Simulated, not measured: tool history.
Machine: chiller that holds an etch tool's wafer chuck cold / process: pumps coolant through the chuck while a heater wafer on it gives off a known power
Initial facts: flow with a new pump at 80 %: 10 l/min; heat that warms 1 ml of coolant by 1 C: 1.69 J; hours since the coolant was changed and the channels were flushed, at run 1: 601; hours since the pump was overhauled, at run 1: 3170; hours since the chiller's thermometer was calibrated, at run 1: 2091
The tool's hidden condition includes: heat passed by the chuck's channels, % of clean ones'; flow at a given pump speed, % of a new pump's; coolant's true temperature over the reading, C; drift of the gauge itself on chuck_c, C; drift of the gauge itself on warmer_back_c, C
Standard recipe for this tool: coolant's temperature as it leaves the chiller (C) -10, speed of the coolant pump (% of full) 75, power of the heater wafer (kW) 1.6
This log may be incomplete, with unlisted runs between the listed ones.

run    hour  coolant's temperature as it leaves the chiller (C)  speed of the coolant pump (% of full)  power of the heater wafer (kW)  hours since the coolant was changed and the channels were flushed  hours since the pump was overhauled  hours since the chiller's thermometer was calibrated  chuck's temperature once it has settled (C)  how much warmer the coolant comes back (C)
  1       0                                                 -10                                     75                             1.6                                                                601                                 3170                                                  2091                                            4                                        6.97
  2    78.1                                                 -10                                     75                             1.6                                                                680                                 3248                                                  2169                                            4                                        7.05
  3   122.6                                                 -10                                     75                             1.6                                                                724                                 3293                                                  2213                                          4.2                                        6.98
  4   201.8                                                 -10                                     92                             1.6                                                                803                                 3372                                                  2293                                          1.7                                        5.58
  5   278.4                                                 -10                                     75                           1.168                                                                880                                 3449                                                  2369                                          0.3                                        5.22
  6   340.3                                                 -10                                     75                           1.168                                                                942                                 3511                                                  2431                                          0.4                                        5.13
  7   392.2                                                 -10                                     75                           1.168                                                                994                                 3563                                                  2483                                          0.1                                        5.26
  8   455.2                                                 -10                                     75                           1.168                                                               1057                                 3626                                                  2546                                          0.5                                         5.2
  9   512.1                                                 -10                                     75                           1.168                                                               1114                                 3682                                                  2603                                          0.3                                        5.19
 10   582.2                                                 -10                                     75                             1.6                                                               1184                                 3753                                                  2673                                          4.6                                        7.14
 11   660.9                                                 -18                                     75                             1.6                                                               1262                                 3831                                                  2752                                         -3.4                                        7.16
 12   712.6                                                 -18                                     75                             1.6                                                               1314                                 3883                                                  2803                                         -3.5                                        7.26
 13   752.5                                                 -18                                     97                             1.6                                                               1354                                 3923                                                  2843                                         -6.6                                        5.53
 14   828.6                                                 -18                                     97                             1.6                                                               1430                                 3999                                                  2919                                         -6.4                                        5.45
      838.2  -- coolant pump overhauled
 15   881.4                                                 -18                                     97                             1.6                                                               1478                                   43                                                  2967                                           -6                                        5.75
 16   938.6                                                 -18                                     97                             1.6                                                               1535                                  100                                                  3024                                         -5.9                                        5.76
 17  1010.2                                                  -7                                     68                           1.001                                                               1607                                  172                                                  3096                                          3.5                                        5.38
 18  1070.7                                                  -7                                     68                           1.001                                                               1667                                  233                                                  3156                                          3.3                                         5.4
 19    1145                                                 -16                                     75                           1.639                                                               1741                                  307                                                  3231                                          0.2                                        7.86
 20  1199.8                                                 -10                                     61                             1.6                                                               1796                                  362                                                  3286                                            9                                        9.66
     1221.6  -- coolant pump overhauled, once more
 21  1267.5                                                 -10                                     61                             1.6                                                               1859                                   46                                                  3348                                          5.6                                        7.69
 22  1350.7                                                  -3                                     75                             1.6                                                               1942                                  129                                                  3431                                          9.7                                        6.11
 23  1437.9                                                  -3                                     75                             1.6                                                               2029                                  216                                                  3519                                          9.8                                        6.12
 24  1522.1                                                  -3                                     75                             1.6                                                               2114                                  300                                                  3603                                          9.8                                        6.08
 25  1577.7                                                  -3                                     75                             1.6                                                               2169                                  356                                                  3658                                          9.8                                        6.17
 26  1664.9                                                  -3                                     75                             1.6                                                               2256                                  443                                                  3746                                         10.1                                        6.23
 27  1744.5                                                 -10                                     75                           1.078                                                               2336                                  523                                                  3825                                         -1.5                                        4.21
 28  1785.8                                                 -15                                     79                           1.078                                                               2377                                  564                                                  3867                                         -6.9                                           4
 29  1827.9                                                  -1                                     96                           0.876                                                               2419                                  606                                                  3909                                          4.2                                        2.61
 30  1893.8                                                  -1                                     96                           0.876                                                               2485                                  672                                                  3975                                            4                                        2.63
 31  1973.6                                                  -1                                     63                           2.175                                                               2565                                  752                                                  4054                                         20.5                                       10.35

Each row is a separate what-if for the run after 31, all from the same tool condition, not one after another. Results?
  A  2013                                                  -1                                     70                           1.194                                                               2604                                  791                                                  4094                                            ?                                           ?
  B  2013                                                 -10                                     75                           1.118                                                               2604                                  791                                                  4094                                            ?                                           ?
  C  2013                                                 -10                                     75                           1.461                                                               2604                                  791                                                  4094                                            ?                                           ?
  D  2013                                                 -10                                     75                            2.18                                                               2604                                  791                                                  4094                                            ?                                           ?

run  chuck's temperature once it has settled (C)  how much warmer the coolant comes back (C)
  A                                          9.3                                        5.01
  B                                           -1                                        4.42
  C                                          1.9                                        5.76
  D                                          8.5                                        8.52
What these runs would have given with no unlogged condition in the tool:
run  chuck's temperature once it has settled (C)  how much warmer the coolant comes back (C)
  A                                          9.2                                        4.86
  B                                           -1                                        4.29
  C                                          1.6                                        5.59
  D                                          7.5                                        8.27
